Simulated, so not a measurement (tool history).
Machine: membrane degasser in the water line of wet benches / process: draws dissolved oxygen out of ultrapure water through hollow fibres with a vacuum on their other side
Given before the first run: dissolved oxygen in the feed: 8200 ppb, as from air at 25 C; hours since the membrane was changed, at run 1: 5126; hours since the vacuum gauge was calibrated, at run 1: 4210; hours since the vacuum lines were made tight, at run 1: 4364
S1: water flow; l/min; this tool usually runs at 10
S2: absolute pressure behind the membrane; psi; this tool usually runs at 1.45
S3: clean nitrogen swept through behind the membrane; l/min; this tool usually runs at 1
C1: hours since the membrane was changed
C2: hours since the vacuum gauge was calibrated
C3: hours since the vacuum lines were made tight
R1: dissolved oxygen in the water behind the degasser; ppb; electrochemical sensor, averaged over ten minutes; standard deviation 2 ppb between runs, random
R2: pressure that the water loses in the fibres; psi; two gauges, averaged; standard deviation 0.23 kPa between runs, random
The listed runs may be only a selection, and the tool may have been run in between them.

| run | day | S1 | S2 | S3 | C1 | C2 | C3 | R1 | R2 |
|---|---|---|---|---|---|---|---|---|---|
| 1 | 0 | 10 | 1.45 | 1 | 5126 | 4210 | 4364 | 208 | 8.457 |
| 2 | 3.379 | 10 | 3.6 | 1 | 5207 | 4291 | 4445 | 531.7 | 8.432 |
| 3 | 9.579 | 10 | 3.6 | 1 | 5356 | 4440 | 4594 | 527.7 | 8.482 |
| 4 | 16.212 | 10 | 3.6 | 1 | 5515 | 4599 | 4753 | 534.7 | 8.444 |
| 5 | 20.154 | 10 | 3.6 | 1 | 5610 | 4694 | 4848 | 536.8 | 8.456 |
| 6 | 25.262 | 10 | 3.6 | 1 | 5733 | 4816 | 4970 | 536.1 | 8.483 |
| 7 | 32.817 | 10 | 3.6 | 1 | 5914 | 4998 | 5152 | 537.8 | 8.491 |
| 8 | 36.846 | 10 | 1.45 | 2.5 | 6011 | 5094 | 5249 | 115.1 | 8.457 |
| 9 | 42.767 | 10 | 1.45 | 1 | 6153 | 5236 | 5391 | 207.7 | 8.444 |
|  | 46.412 | vacuum gauge calibrated |
| 10 | 48.612 | 11 | 1.45 | 1 | 6292 | 53 | 5530 | 246.9 | 9.323 |
| 11 | 55.192 | 11 | 1.45 | 1 | 6450 | 211 | 5688 | 250.2 | 9.351 |
|  | 59.412 | vacuum gauge calibrated, once more |
| 12 | 61.417 | 11 | 1.45 | 1 | 6599 | 48 | 5837 | 235.6 | 9.291 |
| 13 | 64.6 | 10 | 1.45 | 1 | 6676 | 125 | 5914 | 204.7 | 8.498 |
| 14 | 70.608 | 11 | 0.91 | 1.02 | 6820 | 269 | 6058 | 145.9 | 9.339 |

Expected results for the next run?
| 15 | 76.533 | 9 | 3.48 | 0.79 | 6962 | 411 | 6200 | ? | ? |

R1: 548 ppb
R2: 7.625 psi
On a tool with no hidden condition, and with the same random variation, this run would have come out at R1 536.8 ppb, R2 7.416 psi.

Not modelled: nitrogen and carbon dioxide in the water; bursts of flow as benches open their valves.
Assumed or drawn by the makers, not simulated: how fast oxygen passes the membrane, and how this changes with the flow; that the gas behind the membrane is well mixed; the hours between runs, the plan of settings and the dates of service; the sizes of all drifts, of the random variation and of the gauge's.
